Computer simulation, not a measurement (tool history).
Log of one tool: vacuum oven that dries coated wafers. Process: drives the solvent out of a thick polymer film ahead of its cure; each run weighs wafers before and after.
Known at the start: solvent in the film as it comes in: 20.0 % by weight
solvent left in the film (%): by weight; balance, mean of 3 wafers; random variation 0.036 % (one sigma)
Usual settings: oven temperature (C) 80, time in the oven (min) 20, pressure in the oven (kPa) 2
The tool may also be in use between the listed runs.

{"run": 1, "hour": 0.0, "oven temperature (C)": 80, "time in the oven (min)": 20, "pressure in the oven (kPa)": 2, "solvent left in the film (%)": 3.46}
{"run": 2, "hour": 87.3, "oven temperature (C)": 80, "time in the oven (min)": 20, "pressure in the oven (kPa)": 2, "solvent left in the film (%)": 3.47}
{"run": 3, "hour": 159.2, "oven temperature (C)": 93, "time in the oven (min)": 20, "pressure in the oven (kPa)": 2, "solvent left in the film (%)": 1.08}
{"run": 4, "hour": 222.2, "oven temperature (C)": 93, "time in the oven (min)": 20, "pressure in the oven (kPa)": 2, "solvent left in the film (%)": 1.09}
{"run": 5, "hour": 275.6, "oven temperature (C)": 93, "time in the oven (min)": 20, "pressure in the oven (kPa)": 2, "solvent left in the film (%)": 1.07}
{"run": 6, "hour": 392.7, "oven temperature (C)": 93, "time in the oven (min)": 20, "pressure in the oven (kPa)": 2, "solvent left in the film (%)": 1.08}
{"run": 7, "hour": 497.4, "oven temperature (C)": 93, "time in the oven (min)": 20, "pressure in the oven (kPa)": 2, "solvent left in the film (%)": 1.11}
{"run": 8, "hour": 611.8, "oven temperature (C)": 80, "time in the oven (min)": 33, "pressure in the oven (kPa)": 2, "solvent left in the film (%)": 1.63}
{"run": 9, "hour": 729.8, "oven temperature (C)": 80, "time in the oven (min)": 33, "pressure in the oven (kPa)": 2, "solvent left in the film (%)": 1.69}
{"run": 10, "hour": 798.5, "oven temperature (C)": 80, "time in the oven (min)": 33, "pressure in the oven (kPa)": 2, "solvent left in the film (%)": 1.66}
{"run": 11, "hour": 902.7, "oven temperature (C)": 80, "time in the oven (min)": 20, "pressure in the oven (kPa)": 5.35, "solvent left in the film (%)": 4.68}
{"hour": 948.3, "done": "vacuum gauge cleaned of residue and calibrated"}
{"run": 12, "hour": 975.0, "oven temperature (C)": 80, "time in the oven (min)": 20, "pressure in the oven (kPa)": 2, "solvent left in the film (%)": 3.42}
{"run": 13, "hour": 1029.7, "oven temperature (C)": 80, "time in the oven (min)": 20, "pressure in the oven (kPa)": 2, "solvent left in the film (%)": 3.46}
{"run": 14, "hour": 1121.4, "oven temperature (C)": 80, "time in the oven (min)": 34, "pressure in the oven (kPa)": 2, "solvent left in the film (%)": 1.57}
{"run": 15, "hour": 1208.4, "oven temperature (C)": 80, "time in the oven (min)": 34, "pressure in the oven (kPa)": 2, "solvent left in the film (%)": 1.56}
{"run": 16, "hour": 1298.9, "oven temperature (C)": 80, "time in the oven (min)": 34, "pressure in the oven (kPa)": 2, "solvent left in the film (%)": 1.62}
{"run": 17, "hour": 1361.2, "oven temperature (C)": 80, "time in the oven (min)": 20, "pressure in the oven (kPa)": 2, "solvent left in the film (%)": 3.46}
{"run": 18, "hour": 1476.6, "oven temperature (C)": 80, "time in the oven (min)": 20, "pressure in the oven (kPa)": 2, "solvent left in the film (%)": 3.44}
{"run": 19, "hour": 1598.0, "oven temperature (C)": 80, "time in the oven (min)": 20, "pressure in the oven (kPa)": 2, "solvent left in the film (%)": 3.44}
{"run": 20, "hour": 1678.4, "oven temperature (C)": 80, "time in the oven (min)": 20, "pressure in the oven (kPa)": 2, "solvent left in the film (%)": 3.48}
{"run": 21, "hour": 1796.8, "oven temperature (C)": 80, "time in the oven (min)": 20, "pressure in the oven (kPa)": 1.38, "solvent left in the film (%)": 3.22}
{"hour": 1822.2, "done": "oven's thermocouples calibrated"}
{"run": 22, "hour": 1880.5, "oven temperature (C)": 80, "time in the oven (min)": 20, "pressure in the oven (kPa)": 1.38, "solvent left in the film (%)": 3.26}
{"run": 23, "hour": 1932.3, "oven temperature (C)": 80, "time in the oven (min)": 20, "pressure in the oven (kPa)": 1.38, "solvent left in the film (%)": 3.26}
{"run": 24, "hour": 2041.1, "oven temperature (C)": 80, "time in the oven (min)": 21, "pressure in the oven (kPa)": 1.83, "solvent left in the film (%)": 3.2}
{"run": 25, "hour": 2095.8, "oven temperature (C)": 80, "time in the oven (min)": 21, "pressure in the oven (kPa)": 1.83, "solvent left in the film (%)": 3.19}
{"run": 26, "hour": 2200.7, "oven temperature (C)": 86, "time in the oven (min)": 21, "pressure in the oven (kPa)": 1.83, "solvent left in the film (%)": 1.88}
{"run": 27, "hour": 2260.3, "oven temperature (C)": 65, "time in the oven (min)": 20, "pressure in the oven (kPa)": 4.17, "solvent left in the film (%)": 9.09}
{"run": 28, "hour": 2377.0, "oven temperature (C)": 72, "time in the oven (min)": 28, "pressure in the oven (kPa)": 3.85, "solvent left in the film (%)": 5.01}
{"run": 29, "hour": 2438.7, "oven temperature (C)": 85, "time in the oven (min)": 20, "pressure in the oven (kPa)": 3.97, "solvent left in the film (%)": 2.91}
{"run": 30, "hour": 2489.4, "oven temperature (C)": 86, "time in the oven (min)": 20, "pressure in the oven (kPa)": 1.26, "solvent left in the film (%)": 1.81}
{"run": 31, "hour": 2577.6, "oven temperature (C)": 87, "time in the oven (min)": 19, "pressure in the oven (kPa)": 2.02, "solvent left in the film (%)": 2.1}
{"run": 32, "hour": 2696.7, "oven temperature (C)": 80, "time in the oven (min)": 20, "pressure in the oven (kPa)": 4.67, "solvent left in the film (%)": 4.39}
{"run": 33, "hour": 2770.5, "oven temperature (C)": 84, "time in the oven (min)": 20, "pressure in the oven (kPa)": 4.67, "solvent left in the film (%)": 3.31}
{"run": 34, "hour": 2819.9, "oven temperature (C)": 80, "time in the oven (min)": 18, "pressure in the oven (kPa)": 2, "solvent left in the film (%)": 3.96}
{"run": 35, "hour": 2877.4, "oven temperature (C)": 80, "time in the oven (min)": 24, "pressure in the oven (kPa)": 1.13, "solvent left in the film (%)": 2.33}
{"run": 36, "hour": 2956.6, "oven temperature (C)": 71, "time in the oven (min)": 25, "pressure in the oven (kPa)": 1.74, "solvent left in the film (%)": 4.77}
{"run": 37, "hour": 3044.9, "oven temperature (C)": 68, "time in the oven (min)": 16, "pressure in the oven (kPa)": 1.95, "solvent left in the film (%)": 8.26}
{"run": 38, "hour": 3141.9, "oven temperature (C)": 80, "time in the oven (min)": 20, "pressure in the oven (kPa)": 2.16, "solvent left in the film (%)": 3.46}
{"run": 39, "hour": 3248.6, "oven temperature (C)": 76, "time in the oven (min)": 21, "pressure in the oven (kPa)": 4.2, "solvent left in the film (%)": 5.26}

Forecast each of these 4 alternatives for the next run:
{"run": "A", "hour": 3311.2, "oven temperature (C)": 79, "time in the oven (min)": 15, "pressure in the oven (kPa)": 4.58, "solvent left in the film (%)": "?"}
{"run": "B", "hour": 3311.2, "oven temperature (C)": 77, "time in the oven (min)": 32, "pressure in the oven (kPa)": 4.2, "solvent left in the film (%)": "?"}
{"run": "C", "hour": 3311.2, "oven temperature (C)": 80, "time in the oven (min)": 14, "pressure in the oven (kPa)": 2, "solvent left in the film (%)": "?"}
{"run": "D", "hour": 3311.2, "oven temperature (C)": 80, "time in the oven (min)": 11, "pressure in the oven (kPa)": 3.32, "solvent left in the film (%)": "?"}

run=A solvent_left_in_the_film_(%)=6
run=B solvent_left_in_the_film_(%)=3.27
run=C solvent_left_in_the_film_(%)=5.3
run=D solvent_left_in_the_film_(%)=7.01
Without the tool's hidden state the same runs would have given:
run=A solvent_left_in_the_film_(%)=6.01
run=B solvent_left_in_the_film_(%)=3.28
run=C solvent_left_in_the_film_(%)=5.31
run=D solvent_left_in_the_film_(%)=7.02
